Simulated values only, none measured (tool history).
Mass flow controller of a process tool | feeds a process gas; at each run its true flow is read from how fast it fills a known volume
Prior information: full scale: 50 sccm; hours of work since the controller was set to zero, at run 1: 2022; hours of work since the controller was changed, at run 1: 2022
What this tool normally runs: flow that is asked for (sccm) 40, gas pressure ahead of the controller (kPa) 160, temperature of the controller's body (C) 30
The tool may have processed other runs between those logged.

run    hour  flow that is asked for (sccm)  gas pressure ahead of the controller (kPa)  temperature of the controller's body (C)  hours of work since the controller was set to zero  hours of work since the controller was changed  true flow (%)
  1       0                             40                                         160                                        30                                                2022                                            2022          98.89
  2   256.3                              5                                         160                                        30                                                2125                                            2125          96.84
  3   457.6                              5                                         160                                        30                                                2205                                            2205          96.86
  4   676.1                              5                                         160                                        30                                                2293                                            2293          96.92
  5   790.6                              5                                         160                                        30                                                2339                                            2339          96.87
  6   999.6                              5                                         160                                        30                                                2422                                            2422          96.75
  7  1190.8                             40                                         160                                        30                                                2499                                            2499          98.98
  8    1365                             40                                         160                                        30                                                2569                                            2569          99.04
  9  1485.9                             40                                         160                                        30                                                2617                                            2617          98.92
 10  1650.3                             40                                         160                                        30                                                2683                                            2683          99.05
 11  1755.4                             10                                         160                                        30                                                2725                                            2725          97.29
 12  2009.1                             25                                         160                                        30                                                2826                                            2826           98.1
 13  2248.1                             25                                         160                                        30                                                2922                                            2922          98.12
 14  2485.4                             25                                         160                                        30                                                3017                                            3017          97.97
 15    2592                             40                                         190                                        30                                                3060                                            3060          98.68
 16    2807                             40                                         190                                        30                                                3146                                            3146          98.94
 17  3040.7                             40                                         190                                        30                                                3240                                            3240          98.95
 18  3221.1                             40                                         160                                        30                                                3312                                            3312          99.03
 19  3350.4                             40                                         160                                        30                                                3364                                            3364          99.01
 20    3455                             40                                         160                                        26                                                3405                                            3405          99.39
 21  3562.6                             40                                         160                                        26                                                3449                                            3449          99.39
 22    3725                             40                                         160                                        26                                                3514                                            3514          99.34
 23  3848.3                             40                                         160                                        26                                                3563                                            3563          99.46
 24  4009.9                             40                                         151                                        30                                                3628                                            3628          99.14
 25  4210.8                             40                                         151                                        30                                                3708                                            3708             99
 26  4414.1                             32                                         196                                        23                                                3789                                            3789          99.29
 27  4657.9                             14                                         160                                        24                                                3887                                            3887          98.12
 28  4859.3                             40                                         150                                        21                                                3968                                            3968          99.99
 29  5052.8                             30                                         172                                        28                                                4045                                            4045          98.64
 30  5168.6                              8                                         224                                        34                                                4092                                            4092          96.32
 31  5359.9                             13                                         237                                        34                                                4168                                            4168          96.68

The next listed run, before its measurement:
 32  5575.8                             13                                         267                                        34                                                4255                                            4255              ?

{"run 32": {"true flow (%)": 96.52}}
Take away the tool's hidden state, keep the run-to-run variation as it was, and the same run would have given true flow (%) 96.52.

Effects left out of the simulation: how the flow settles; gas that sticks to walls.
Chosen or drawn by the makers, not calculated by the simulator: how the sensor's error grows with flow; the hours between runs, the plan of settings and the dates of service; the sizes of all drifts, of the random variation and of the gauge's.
